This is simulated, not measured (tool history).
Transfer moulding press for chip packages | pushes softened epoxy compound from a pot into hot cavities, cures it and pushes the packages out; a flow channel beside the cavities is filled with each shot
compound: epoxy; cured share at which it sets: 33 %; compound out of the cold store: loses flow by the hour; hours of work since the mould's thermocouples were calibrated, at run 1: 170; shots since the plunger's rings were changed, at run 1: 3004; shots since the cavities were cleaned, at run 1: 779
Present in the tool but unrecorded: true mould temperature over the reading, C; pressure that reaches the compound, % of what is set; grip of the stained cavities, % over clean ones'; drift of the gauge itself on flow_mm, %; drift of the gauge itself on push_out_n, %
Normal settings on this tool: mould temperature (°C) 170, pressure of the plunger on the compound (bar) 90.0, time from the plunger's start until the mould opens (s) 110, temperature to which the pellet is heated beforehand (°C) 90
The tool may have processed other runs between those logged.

run,hour,mould temperature (°C),pressure of the plunger on the compound (bar),time from the plunger's start until the mould opens (s),temperature to which the pellet is heated beforehand (°C),hours of work since the mould's thermocouples were calibrated,shots since the plunger's rings were changed,shots since the cavities were cleaned,incoming compound's hours out of the cold store,length that the compound runs in the flow channel (mm),greatest force on the pins that push the packages out (N)
1,0.0,170,90.0,110,90,170,3004,779,39.9,509,902
2,16.8,170,91.9,110,90,180,3162,937,38.3,521,928
3,24.7,175,90.0,110,90,185,3237,1012,38.1,511,762
# hour 33.0: cavities cleaned with cleaning compound and waxed
4,36.4,175,90.0,110,90,191,3332,32,8.4,602,421
5,43.9,175,90.0,110,90,196,3403,103,35.2,508,466
6,55.5,170,90.0,110,90,203,3512,212,45.2,498,651
7,69.8,170,90.0,110,90,211,3647,347,19.5,562,771
8,86.2,170,90.0,110,90,221,3802,502,39.4,503,837
# hour 89.7: mould's thermocouples calibrated
9,103.9,173,90.0,110,90,9,3950,650,42.7,487,757
10,118.2,173,90.0,110,90,17,4084,784,35.8,511,799
11,136.4,173,90.0,110,90,28,4255,955,39.3,491,825
# hour 139.2: mould's thermocouples calibrated, once more
# hour 151.7: cavities cleaned with cleaning compound and waxed
12,156.6,173,90.0,110,90,10,4413,46,40.3,505,445
13,165.7,173,90.0,110,90,15,4499,132,27.6,540,512
14,176.1,173,90.0,110,90,22,4596,229,36.5,507,580
15,183.9,173,90.0,110,90,26,4670,303,15.3,572,641
# hour 196.2: plunger's sealing rings changed
16,203.4,173,90.0,110,90,37,68,463,21.8,580,688
17,215.7,173,90.0,110,90,44,184,579,12.9,612,743
18,224.6,173,90.0,92,90,50,268,663,40.2,522,987

The next listed run, before its measurement:
19,233.4,173,90.0,92,90,55,351,746,31.6,?,?

{"run 19": {"length that the compound runs in the flow channel (mm)": 556, "greatest force on the pins that push the packages out (N)": 1049}}
Without the tool's hidden state the same run would have given length that the compound runs in the flow channel (mm) 559, greatest force on the pins that push the packages out (N) 571.

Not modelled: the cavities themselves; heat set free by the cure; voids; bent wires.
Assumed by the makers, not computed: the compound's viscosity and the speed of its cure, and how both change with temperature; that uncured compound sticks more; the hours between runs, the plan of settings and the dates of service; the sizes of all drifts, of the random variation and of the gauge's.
